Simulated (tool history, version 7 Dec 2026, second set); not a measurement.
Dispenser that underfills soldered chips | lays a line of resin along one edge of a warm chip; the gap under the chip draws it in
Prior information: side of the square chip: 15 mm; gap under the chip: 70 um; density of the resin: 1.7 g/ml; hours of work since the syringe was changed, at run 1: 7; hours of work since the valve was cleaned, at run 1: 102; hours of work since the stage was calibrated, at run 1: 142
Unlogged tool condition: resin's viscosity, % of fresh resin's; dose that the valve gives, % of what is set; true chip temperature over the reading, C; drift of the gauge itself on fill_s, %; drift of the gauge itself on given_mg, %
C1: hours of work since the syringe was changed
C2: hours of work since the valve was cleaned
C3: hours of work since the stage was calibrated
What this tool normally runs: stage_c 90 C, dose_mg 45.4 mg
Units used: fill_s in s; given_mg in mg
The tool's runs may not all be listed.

{"run": 1, "hour": 0.0, "stage_c": 90, "dose_mg": 45.4, "C1": 7, "C2": 102, "C3": 142, "fill_s": 207.5, "given_mg": 42.61}
{"hour": 4.8, "done": "new syringe of resin"}
{"run": 2, "hour": 4.8, "stage_c": 77, "dose_mg": 45.4, "C1": 0, "C2": 105, "C3": 146, "fill_s": 188.4, "given_mg": 42.63}
{"run": 3, "hour": 8.5, "stage_c": 77, "dose_mg": 45.4, "C1": 3, "C2": 108, "C3": 148, "fill_s": 234.4, "given_mg": 42.43}
{"run": 4, "hour": 13.7, "stage_c": 77, "dose_mg": 45.4, "C1": 7, "C2": 112, "C3": 152, "fill_s": 324.3, "given_mg": 42.37}
{"run": 5, "hour": 18.9, "stage_c": 77, "dose_mg": 45.4, "C1": 11, "C2": 116, "C3": 156, "fill_s": 429, "given_mg": 42.05}
{"hour": 19.5, "done": "new syringe of resin"}
{"run": 6, "hour": 22.8, "stage_c": 90, "dose_mg": 46.1, "C1": 2, "C2": 118, "C3": 159, "fill_s": 137.9, "given_mg": 42.67}
{"run": 7, "hour": 25.7, "stage_c": 90, "dose_mg": 46.1, "C1": 5, "C2": 121, "C3": 161, "fill_s": 164.3, "given_mg": 42.8}
{"run": 8, "hour": 28.7, "stage_c": 90, "dose_mg": 46.1, "C1": 7, "C2": 123, "C3": 163, "fill_s": 198.1, "given_mg": 42.63}
{"run": 9, "hour": 31.1, "stage_c": 104, "dose_mg": 46.1, "C1": 9, "C2": 125, "C3": 165, "fill_s": 137, "given_mg": 42.71}
{"hour": 34.2, "done": "new syringe of resin"}
{"run": 10, "hour": 34.2, "stage_c": 98, "dose_mg": 46.8, "C1": 0, "C2": 127, "C3": 167, "fill_s": 84.1, "given_mg": 43.07}
{"run": 11, "hour": 38.2, "stage_c": 98, "dose_mg": 46.8, "C1": 3, "C2": 130, "C3": 170, "fill_s": 105.3, "given_mg": 43.35}
{"run": 12, "hour": 42.3, "stage_c": 98, "dose_mg": 39.9, "C1": 6, "C2": 133, "C3": 174, "fill_s": 139.9, "given_mg": 36.94}
{"run": 13, "hour": 46.5, "stage_c": 94, "dose_mg": 39.9, "C1": 9, "C2": 136, "C3": 177, "fill_s": 208.6, "given_mg": 36.57}
{"hour": 48.8, "done": "new syringe of resin"}
{"run": 14, "hour": 50.3, "stage_c": 94, "dose_mg": 39.9, "C1": 1, "C2": 139, "C3": 179, "fill_s": 102.1, "given_mg": 36.74}
{"run": 15, "hour": 55.9, "stage_c": 102, "dose_mg": 41.7, "C1": 5, "C2": 143, "C3": 184, "fill_s": 109.7, "given_mg": 38.18}

Predict each of these 3 candidate next runs independently; none follows another, all start after run 15:
{"run": "A", "hour": 60.6, "stage_c": 86, "dose_mg": 49.3, "C1": 9, "C2": 146, "C3": 187, "fill_s": "?", "given_mg": "?"}
{"run": "B", "hour": 60.6, "stage_c": 89, "dose_mg": 44.8, "C1": 9, "C2": 146, "C3": 187, "fill_s": "?", "given_mg": "?"}
{"run": "C", "hour": 60.6, "stage_c": 102, "dose_mg": 57.8, "C1": 9, "C2": 146, "C3": 187, "fill_s": "?", "given_mg": "?"}

run=A fill_s=260.2 given_mg=44.63
run=B fill_s=229.6 given_mg=41.1
run=C fill_s=138.4 given_mg=52.75
With no hidden state in the tool, these same runs would have given:
run=A fill_s=135.3 given_mg=48.92
run=B fill_s=118.7 given_mg=45.06
run=C fill_s=72.1 given_mg=57.82
